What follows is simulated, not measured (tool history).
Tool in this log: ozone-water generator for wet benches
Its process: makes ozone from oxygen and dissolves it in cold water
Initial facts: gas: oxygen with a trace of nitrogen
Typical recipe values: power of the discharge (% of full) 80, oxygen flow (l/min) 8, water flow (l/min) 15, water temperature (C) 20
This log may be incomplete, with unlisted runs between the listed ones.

| run | hour | power of the discharge (% of full) | oxygen flow (l/min) | water flow (l/min) | water temperature (C) | dissolved ozone (ppm) | ozone in the gas ahead of the water (g/m3) |
|---|---|---|---|---|---|---|---|
| 1 | 0 | 80 | 8 | 15 | 20 | 32.1 | 196.2 |
| 2 | 84.8 | 80 | 8 | 24 | 20 | 23 | 196.1 |
| 3 | 202.7 | 80 | 8 | 15 | 20 | 31.7 | 196.9 |
| 4 | 320.5 | 80 | 8 | 15 | 20 | 32 | 195.4 |
| 5 | 389.5 | 80 | 8 | 17 | 20 | 29.1 | 194.2 |
|  | 468 | water thermometer calibrated |
| 6 | 517.6 | 80 | 8 | 17 | 20 | 29.5 | 194.1 |
| 7 | 578.8 | 80 | 8 | 17 | 20 | 29.3 | 194.6 |
| 8 | 714.3 | 80 | 8 | 10 | 20 | 38.6 | 191.8 |
| 9 | 772.5 | 80 | 8 | 15 | 20 | 31.4 | 193.5 |
| 10 | 833.2 | 94 | 8 | 15 | 20 | 34.3 | 210 |
| 11 | 961.7 | 94 | 8 | 15 | 20 | 33.3 | 208.3 |
| 12 | 1083.5 | 80 | 8 | 15 | 20 | 31.1 | 189.3 |
| 13 | 1219.2 | 80 | 8 | 15 | 20 | 30.5 | 190.6 |
| 14 | 1341 | 80 | 8 | 15 | 20 | 30.3 | 188.2 |
| 15 | 1466.3 | 80 | 8 | 15 | 20 | 30.3 | 189.4 |
| 16 | 1586.3 | 80 | 8 | 15 | 20 | 30.2 | 188 |
| 17 | 1720.4 | 45 | 4.57 | 15 | 26 | 19.9 | 173.2 |
| 18 | 1845.9 | 45 | 4.57 | 15 | 26 | 19.6 | 172 |
| 19 | 1982.4 | 45 | 4.57 | 15 | 26 | 19.7 | 173.8 |

Run 20, settings as shown, results not yet in. Your forecast:
| 20 | 2076.6 | 40 | 8.89 | 13 | 17 | ? | ? |

Run 20 gave dissolved ozone (ppm) 24.5, ozone in the gas ahead of the water (g/m3) 126.9.
Minus the tool's unlogged condition, the same run would have read dissolved ozone (ppm) 28, ozone in the gas ahead of the water (g/m3) 141.4.

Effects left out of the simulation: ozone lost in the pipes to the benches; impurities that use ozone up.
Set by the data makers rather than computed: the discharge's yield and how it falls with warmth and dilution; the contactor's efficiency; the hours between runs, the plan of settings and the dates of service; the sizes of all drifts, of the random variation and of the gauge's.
